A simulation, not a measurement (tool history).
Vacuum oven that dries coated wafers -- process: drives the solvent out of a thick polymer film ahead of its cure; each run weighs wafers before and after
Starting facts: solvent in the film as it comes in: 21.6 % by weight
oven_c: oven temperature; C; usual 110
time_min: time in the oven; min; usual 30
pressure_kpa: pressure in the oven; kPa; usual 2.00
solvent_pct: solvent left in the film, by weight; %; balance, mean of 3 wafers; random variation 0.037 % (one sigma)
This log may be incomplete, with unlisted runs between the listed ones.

{"run": 1, "hour": 0.0, "oven_c": 110, "time_min": 30, "pressure_kpa": 2.0, "solvent_pct": 5.24}
{"run": 2, "hour": 25.8, "oven_c": 110, "time_min": 30, "pressure_kpa": 2.0, "solvent_pct": 5.23}
{"run": 3, "hour": 84.9, "oven_c": 110, "time_min": 35, "pressure_kpa": 2.0, "solvent_pct": 4.35}
{"run": 4, "hour": 109.1, "oven_c": 110, "time_min": 30, "pressure_kpa": 2.0, "solvent_pct": 5.26}
{"run": 5, "hour": 165.7, "oven_c": 110, "time_min": 30, "pressure_kpa": 2.0, "solvent_pct": 5.2}
{"run": 6, "hour": 217.2, "oven_c": 110, "time_min": 30, "pressure_kpa": 2.0, "solvent_pct": 5.2}
{"run": 7, "hour": 246.7, "oven_c": 110, "time_min": 30, "pressure_kpa": 2.0, "solvent_pct": 5.16}
{"run": 8, "hour": 303.4, "oven_c": 110, "time_min": 30, "pressure_kpa": 2.0, "solvent_pct": 5.25}
{"run": 9, "hour": 331.7, "oven_c": 99, "time_min": 30, "pressure_kpa": 2.0, "solvent_pct": 8.61}
{"run": 10, "hour": 380.0, "oven_c": 110, "time_min": 30, "pressure_kpa": 2.0, "solvent_pct": 5.13}
{"run": 11, "hour": 438.1, "oven_c": 110, "time_min": 30, "pressure_kpa": 2.0, "solvent_pct": 5.16}
{"run": 12, "hour": 481.8, "oven_c": 97, "time_min": 30, "pressure_kpa": 2.3, "solvent_pct": 9.29}
{"run": 13, "hour": 540.0, "oven_c": 110, "time_min": 30, "pressure_kpa": 2.21, "solvent_pct": 5.13}
{"hour": 544.9, "done": "vacuum gauge cleaned of residue and calibrated"}
{"run": 14, "hour": 584.3, "oven_c": 110, "time_min": 47, "pressure_kpa": 1.37, "solvent_pct": 2.6}
{"run": 15, "hour": 636.9, "oven_c": 110, "time_min": 47, "pressure_kpa": 1.37, "solvent_pct": 2.63}
{"run": 16, "hour": 684.1, "oven_c": 110, "time_min": 47, "pressure_kpa": 1.37, "solvent_pct": 2.63}
{"run": 17, "hour": 718.2, "oven_c": 110, "time_min": 47, "pressure_kpa": 1.37, "solvent_pct": 2.6}
{"hour": 759.1, "done": "vacuum gauge cleaned of residue and calibrated, once more"}
{"run": 18, "hour": 774.0, "oven_c": 113, "time_min": 53, "pressure_kpa": 2.0, "solvent_pct": 1.76}
{"run": 19, "hour": 817.8, "oven_c": 110, "time_min": 36, "pressure_kpa": 1.0, "solvent_pct": 3.72}
{"run": 20, "hour": 852.5, "oven_c": 110, "time_min": 36, "pressure_kpa": 1.0, "solvent_pct": 3.73}

Run 21 is up next; what results do you expect?
{"run": 21, "hour": 903.8, "oven_c": 110, "time_min": 25, "pressure_kpa": 6.11, "solvent_pct": "?"}

solvent_pct: 7.41 %
The same run, on a tool lacking any hidden state, would have yielded solvent_pct 7.93 %.
